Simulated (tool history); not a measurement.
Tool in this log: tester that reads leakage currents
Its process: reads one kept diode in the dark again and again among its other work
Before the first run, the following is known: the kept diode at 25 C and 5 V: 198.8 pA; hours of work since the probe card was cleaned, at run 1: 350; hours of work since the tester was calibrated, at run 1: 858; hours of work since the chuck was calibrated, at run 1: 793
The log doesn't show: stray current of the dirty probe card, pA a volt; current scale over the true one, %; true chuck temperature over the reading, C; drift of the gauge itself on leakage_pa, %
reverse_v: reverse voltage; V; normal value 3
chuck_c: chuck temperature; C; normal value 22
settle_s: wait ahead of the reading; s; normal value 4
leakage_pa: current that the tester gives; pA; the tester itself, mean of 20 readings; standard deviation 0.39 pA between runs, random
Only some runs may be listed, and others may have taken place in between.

run,hour,reverse_v,chuck_c,settle_s,hours of work since the probe card was cleaned,hours of work since the tester was calibrated,hours of work since the chuck was calibrated,leakage_pa
1,0,3,22,4,350,858,793,144.64
2,69.2,3,22,4,390,898,833,144.41
3,105.9,3,22,4,411,919,854,146.09
4,147.4,3,22,4,435,943,878,146.22
5,217.6,1.15,22,4,476,983,919,100.88
6,263.1,1.15,22,4,502,1010,945,101.7
7,337.8,3,28,4,545,1053,988,234.74
8,387.8,3,28,8.78,574,1082,1017,236.3
9,442.4,3,32,4,606,1113,1049,318.77
10,480.7,2.29,22,4,628,1135,1071,134.95
11,518,2.29,22,4,650,1157,1093,134.64
12,572.7,2.29,22,4,681,1189,1124,135.5
# hour 581.3: chuck's temperature calibrated
13,651.8,4.07,22,0.32,726,1233,41,176.68
14,729.3,17.35,56,0.47,771,1278,86,3407.94
15,787,16.38,36,0.87,804,1311,119,872.35
# hour 844.6: chuck's temperature calibrated, once more
16,855.8,8,55,1.69,843,1350,7,2042.96
17,915,8,55,2.78,877,1384,41,2051.48
18,974.9,2.01,22,7.3,912,1419,75,113.06

Entry by entry between the runs, the difference in hidden state between the last listed run before and the first listed run after:
Between runs 12 and 13: chuck's temperature calibrated (hour 581.3)
  stray current of the dirty probe card, pA a volt: 0.331 -> 0.35; current scale over the true one, %: 0.63 -> 0.66; true chuck temperature over the reading, C: 1.81 -> 2.21
  difference, measured minus the result without the unlogged condition, leakage_pa: +19.5 -> +30.32 pA
Between runs 15 and 16: chuck's temperature calibrated, once more (hour 844.6)
  stray current of the dirty probe card, pA a volt: 0.384 -> 0.401; current scale over the true one, %: 0.71 -> 0.73; true chuck temperature over the reading, C: 2.33 -> 0.04
  difference, measured minus the result without the unlogged condition, leakage_pa: +145.05 -> +22.62 pA

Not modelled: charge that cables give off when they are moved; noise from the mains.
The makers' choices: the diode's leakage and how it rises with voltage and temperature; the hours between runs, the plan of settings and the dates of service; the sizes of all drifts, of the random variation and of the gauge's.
